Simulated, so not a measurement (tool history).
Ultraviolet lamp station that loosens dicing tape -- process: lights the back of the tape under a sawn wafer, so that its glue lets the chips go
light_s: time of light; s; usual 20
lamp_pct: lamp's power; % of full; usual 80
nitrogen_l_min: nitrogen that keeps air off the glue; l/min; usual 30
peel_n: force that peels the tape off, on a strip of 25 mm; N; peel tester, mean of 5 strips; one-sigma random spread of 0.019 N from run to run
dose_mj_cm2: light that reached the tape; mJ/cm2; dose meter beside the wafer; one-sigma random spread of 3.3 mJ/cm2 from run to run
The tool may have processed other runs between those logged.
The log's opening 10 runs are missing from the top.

Run 11, hour 173.5: usual settings but nitrogen_l_min 45 l/min. Result: peel_n 1.547 N, dose_mj_cm2 324 mJ/cm2.
Run 12, hour 185.9: usual settings but nitrogen_l_min 45 l/min. Result: peel_n 1.609 N, dose_mj_cm2 313 mJ/cm2.
Run 13, hour 200.4: usual settings but lamp_pct 81 % of full, nitrogen_l_min 45 l/min. Result: peel_n 1.649 N, dose_mj_cm2 321 mJ/cm2.
Run 14, hour 223.2: usual settings but lamp_pct 66 % of full. Result: peel_n 2.607 N, dose_mj_cm2 253 mJ/cm2.
Run 15, hour 245.9: usual settings but lamp_pct 66 % of full. Result: peel_n 2.612 N, dose_mj_cm2 248 mJ/cm2.
Run 16, hour 266.2: usual settings but lamp_pct 96 % of full, nitrogen_l_min 23 l/min. Result: peel_n 1.923 N, dose_mj_cm2 360 mJ/cm2.
Run 17, hour 280.6: usual settings but light_s 13 s, lamp_pct 74 % of full, nitrogen_l_min 23 l/min. Result: peel_n 3.880 N, dose_mj_cm2 177 mJ/cm2.
Run 18, hour 291.5: usual settings but light_s 13 s, lamp_pct 74 % of full, nitrogen_l_min 12 l/min. Result: peel_n 4.689 N, dose_mj_cm2 174 mJ/cm2.
Run 19, hour 311.5: usual settings but light_s 33 s, lamp_pct 82 % of full. Result: peel_n 1.029 N, dose_mj_cm2 486 mJ/cm2.
Run 20, hour 325.5: usual settings but light_s 33 s, lamp_pct 82 % of full. Result: peel_n 1.085 N, dose_mj_cm2 486 mJ/cm2.
Run 21, hour 337.2: usual settings but light_s 11 s, lamp_pct 68 % of full, nitrogen_l_min 39 l/min. Result: peel_n 4.299 N, dose_mj_cm2 129 mJ/cm2.
Run 22, hour 353.5: usual settings but light_s 11 s, lamp_pct 68 % of full, nitrogen_l_min 39 l/min. Result: peel_n 4.135 N, dose_mj_cm2 128 mJ/cm2.
At hour 366.2: window cleaned of glue's vapour.
Run 23, hour 367.2: usual settings but light_s 11 s, lamp_pct 68 % of full, nitrogen_l_min 39 l/min. Result: peel_n 3.752 N, dose_mj_cm2 152 mJ/cm2.
Run 24, hour 378.1: usual settings but lamp_pct 71 % of full, nitrogen_l_min 11 l/min. Result: peel_n 3.347 N, dose_mj_cm2 288 mJ/cm2.
Run 25, hour 400.4: usual settings but lamp_pct 71 % of full, nitrogen_l_min 11 l/min. Result: peel_n 3.495 N, dose_mj_cm2 285 mJ/cm2.
Run 26, hour 413.4: usual settings but light_s 36 s, lamp_pct 71 % of full, nitrogen_l_min 15 l/min. Result: peel_n 1.578 N, dose_mj_cm2 506 mJ/cm2.
Run 27, hour 436.4: usual settings but light_s 11 s, lamp_pct 71 % of full, nitrogen_l_min 50 l/min. Result: peel_n 3.445 N, dose_mj_cm2 152 mJ/cm2.
Run 28, hour 455.8: usual settings but light_s 18 s, lamp_pct 69 % of full, nitrogen_l_min 24 l/min. Result: peel_n 2.920 N, dose_mj_cm2 233 mJ/cm2.
Run 29, hour 477.0: usual settings but light_s 18 s, lamp_pct 69 % of full, nitrogen_l_min 25 l/min. Result: peel_n 3.104 N, dose_mj_cm2 232 mJ/cm2.
Run 30, hour 499.3: usual settings but nitrogen_l_min 29 l/min. Result: peel_n 2.167 N, dose_mj_cm2 289 mJ/cm2.

Branching from run 30: 3 alternative next runs. What would each branch give?
Run A, hour 512.8: usual settings but light_s 16 s, nitrogen_l_min 47 l/min. Result: peel_n ?, dose_mj_cm2 ?.
Run B, hour 512.8: usual settings but light_s 21 s. Result: peel_n ?, dose_mj_cm2 ?.
Run C, hour 512.8: usual settings but light_s 22 s, lamp_pct 92 % of full, nitrogen_l_min 43 l/min. Result: peel_n ?, dose_mj_cm2 ?.

run  peel_n  dose_mj_cm2
  A   2.344          230
  B   2.095          305
  C   1.335          361
Had the tool no hidden state, the same runs would have come out as:
run  peel_n  dose_mj_cm2
  A   0.983          417
  B   0.819          551
  C   0.462          657
